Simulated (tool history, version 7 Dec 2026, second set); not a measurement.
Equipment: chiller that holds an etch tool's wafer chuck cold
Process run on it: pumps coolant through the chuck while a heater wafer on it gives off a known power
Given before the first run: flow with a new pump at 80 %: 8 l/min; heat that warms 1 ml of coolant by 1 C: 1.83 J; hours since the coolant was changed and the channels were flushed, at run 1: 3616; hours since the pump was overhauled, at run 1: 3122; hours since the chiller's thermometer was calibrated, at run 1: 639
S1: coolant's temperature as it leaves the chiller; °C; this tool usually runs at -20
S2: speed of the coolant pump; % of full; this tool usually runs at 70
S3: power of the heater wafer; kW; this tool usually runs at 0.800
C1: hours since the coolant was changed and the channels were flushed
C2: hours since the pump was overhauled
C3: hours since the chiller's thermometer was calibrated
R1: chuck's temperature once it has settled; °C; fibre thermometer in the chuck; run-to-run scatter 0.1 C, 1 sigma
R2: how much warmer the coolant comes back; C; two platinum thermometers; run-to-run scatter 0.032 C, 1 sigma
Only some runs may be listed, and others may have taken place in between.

{"run": 1, "day": 0.0, "S1": -20, "S2": 70, "S3": 0.8, "C1": 3616, "C2": 3122, "C3": 639, "R1": -10.0, "R2": 3.83}
{"run": 2, "day": 4.546, "S1": -20, "S2": 70, "S3": 0.8, "C1": 3725, "C2": 3231, "C3": 748, "R1": -9.8, "R2": 3.86}
{"run": 3, "day": 8.854, "S1": -20, "S2": 70, "S3": 0.8, "C1": 3829, "C2": 3334, "C3": 851, "R1": -9.9, "R2": 3.82}
{"run": 4, "day": 13.942, "S1": -20, "S2": 72, "S3": 0.8, "C1": 3951, "C2": 3457, "C3": 973, "R1": -10.1, "R2": 3.79}
{"run": 5, "day": 18.629, "S1": -20, "S2": 70, "S3": 0.794, "C1": 4063, "C2": 3569, "C3": 1086, "R1": -10.1, "R2": 3.85}
{"run": 6, "day": 23.188, "S1": -20, "S2": 70, "S3": 1.009, "C1": 4173, "C2": 3679, "C3": 1195, "R1": -7.1, "R2": 4.91}
{"run": 7, "day": 26.567, "S1": -20, "S2": 70, "S3": 1.009, "C1": 4254, "C2": 3760, "C3": 1276, "R1": -7.5, "R2": 4.9}
{"run": 8, "day": 30.612, "S1": -20, "S2": 70, "S3": 1.009, "C1": 4351, "C2": 3857, "C3": 1373, "R1": -7.4, "R2": 4.95}
{"run": 9, "day": 34.883, "S1": -20, "S2": 70, "S3": 0.8, "C1": 4453, "C2": 3959, "C3": 1476, "R1": -10.0, "R2": 3.91}
{"run": 10, "day": 39.704, "S1": -20, "S2": 70, "S3": 0.8, "C1": 4569, "C2": 4075, "C3": 1592, "R1": -10.0, "R2": 3.95}
{"run": 11, "day": 41.954, "S1": -20, "S2": 70, "S3": 0.8, "C1": 4623, "C2": 4129, "C3": 1646, "R1": -10.1, "R2": 3.94}
{"run": 12, "day": 46.079, "S1": -25, "S2": 70, "S3": 0.8, "C1": 4722, "C2": 4228, "C3": 1745, "R1": -15.0, "R2": 3.88}
{"run": 13, "day": 49.996, "S1": -20, "S2": 70, "S3": 0.8, "C1": 4816, "C2": 4322, "C3": 1839, "R1": -9.9, "R2": 3.98}
{"run": 14, "day": 53.754, "S1": -22, "S2": 62, "S3": 0.988, "C1": 4906, "C2": 4412, "C3": 1929, "R1": -8.4, "R2": 5.56}
{"run": 15, "day": 57.804, "S1": -26, "S2": 70, "S3": 0.99, "C1": 5003, "C2": 4509, "C3": 2026, "R1": -13.5, "R2": 4.93}
{"run": 16, "day": 60.083, "S1": -19, "S2": 63, "S3": 0.99, "C1": 5058, "C2": 4564, "C3": 2081, "R1": -5.6, "R2": 5.47}
{"run": 17, "day": 63.238, "S1": -19, "S2": 63, "S3": 0.99, "C1": 5134, "C2": 4640, "C3": 2156, "R1": -5.4, "R2": 5.53}
{"run": 18, "day": 67.238, "S1": -19, "S2": 63, "S3": 0.99, "C1": 5230, "C2": 4736, "C3": 2252, "R1": -5.5, "R2": 5.48}
{"run": 19, "day": 70.9, "S1": -17, "S2": 63, "S3": 0.938, "C1": 5318, "C2": 4824, "C3": 2340, "R1": -4.1, "R2": 5.24}
{"run": 20, "day": 73.425, "S1": -26, "S2": 66, "S3": 1.014, "C1": 5378, "C2": 4884, "C3": 2401, "R1": -12.7, "R2": 5.4}
{"run": 21, "day": 76.067, "S1": -26, "S2": 70, "S3": 0.8, "C1": 5442, "C2": 4948, "C3": 2464, "R1": -15.9, "R2": 4.03}
{"run": 22, "day": 79.496, "S1": -19, "S2": 82, "S3": 0.96, "C1": 5524, "C2": 5030, "C3": 2547, "R1": -8.4, "R2": 4.11}
{"run": 23, "day": 84.271, "S1": -27, "S2": 94, "S3": 0.457, "C1": 5639, "C2": 5145, "C3": 2661, "R1": -22.5, "R2": 1.85}
{"run": 24, "day": 87.812, "S1": -27, "S2": 94, "S3": 0.457, "C1": 5724, "C2": 5229, "C3": 2746, "R1": -22.4, "R2": 1.85}
{"run": 25, "day": 91.533, "S1": -30, "S2": 94, "S3": 0.457, "C1": 5813, "C2": 5319, "C3": 2836, "R1": -25.4, "R2": 1.83}
{"run": 26, "day": 95.504, "S1": -15, "S2": 77, "S3": 0.608, "C1": 5908, "C2": 5414, "C3": 2931, "R1": -8.0, "R2": 2.85}

4 ways to go on from here, each from the tool as it stands after run 26. What would each give?
{"run": "A", "day": 98.612, "S1": -20, "S2": 79, "S3": 0.514, "C1": 5983, "C2": 5489, "C3": 3005, "R1": "?", "R2": "?"}
{"run": "B", "day": 98.612, "S1": -21, "S2": 77, "S3": 0.608, "C1": 5983, "C2": 5489, "C3": 3005, "R1": "?", "R2": "?"}
{"run": "C", "day": 98.612, "S1": -13, "S2": 70, "S3": 0.718, "C1": 5983, "C2": 5489, "C3": 3005, "R1": "?", "R2": "?"}
{"run": "D", "day": 98.612, "S1": -24, "S2": 77, "S3": 0.608, "C1": 5983, "C2": 5489, "C3": 3005, "R1": "?", "R2": "?"}

run=A R1=-14.0 R2=2.42
run=B R1=-13.8 R2=2.92
run=C R1=-4.1 R2=3.70
run=D R1=-16.9 R2=2.84
Take away the tool's hidden state, keep each run's random variation, and the runs would have read:
run=A R1=-14.1 R2=2.14
run=B R1=-13.8 R2=2.64
run=C R1=-4.1 R2=3.42
run=D R1=-16.9 R2=2.56
